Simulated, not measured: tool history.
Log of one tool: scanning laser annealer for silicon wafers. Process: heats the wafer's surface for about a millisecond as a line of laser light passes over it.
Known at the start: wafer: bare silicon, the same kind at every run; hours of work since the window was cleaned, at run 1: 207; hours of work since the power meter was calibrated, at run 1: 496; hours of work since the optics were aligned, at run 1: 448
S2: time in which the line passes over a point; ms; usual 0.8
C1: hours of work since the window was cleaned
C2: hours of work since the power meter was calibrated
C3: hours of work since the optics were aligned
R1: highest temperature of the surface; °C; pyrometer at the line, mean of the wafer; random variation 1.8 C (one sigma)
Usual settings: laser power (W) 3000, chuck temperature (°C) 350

{"run": 1, "hour": 0.0, "laser power (W)": 3000, "S2": 0.8, "chuck temperature (°C)": 350, "C1": 207, "C2": 496, "C3": 448, "R1": 1061}
{"run": 2, "hour": 19.4, "laser power (W)": 3000, "S2": 0.8, "chuck temperature (°C)": 350, "C1": 222, "C2": 510, "C3": 462, "R1": 1057}
{"run": 3, "hour": 50.9, "laser power (W)": 3000, "S2": 0.8, "chuck temperature (°C)": 350, "C1": 244, "C2": 533, "C3": 485, "R1": 1054}
{"run": 4, "hour": 82.4, "laser power (W)": 3000, "S2": 0.8, "chuck temperature (°C)": 350, "C1": 267, "C2": 556, "C3": 508, "R1": 1057}
{"run": 5, "hour": 114.0, "laser power (W)": 3000, "S2": 0.8, "chuck temperature (°C)": 350, "C1": 290, "C2": 579, "C3": 531, "R1": 1055}
{"run": 6, "hour": 150.4, "laser power (W)": 3000, "S2": 0.8, "chuck temperature (°C)": 350, "C1": 317, "C2": 605, "C3": 557, "R1": 1053}

Run 7 comes next. What will it give?
{"run": 7, "hour": 166.8, "laser power (W)": 3000, "S2": 0.8, "chuck temperature (°C)": 350, "C1": 329, "C2": 617, "C3": 569, "R1": "?"}

{"run 7": {"R1": 1047}}
Without the tool's hidden state the same run would have given R1 1071 °C.

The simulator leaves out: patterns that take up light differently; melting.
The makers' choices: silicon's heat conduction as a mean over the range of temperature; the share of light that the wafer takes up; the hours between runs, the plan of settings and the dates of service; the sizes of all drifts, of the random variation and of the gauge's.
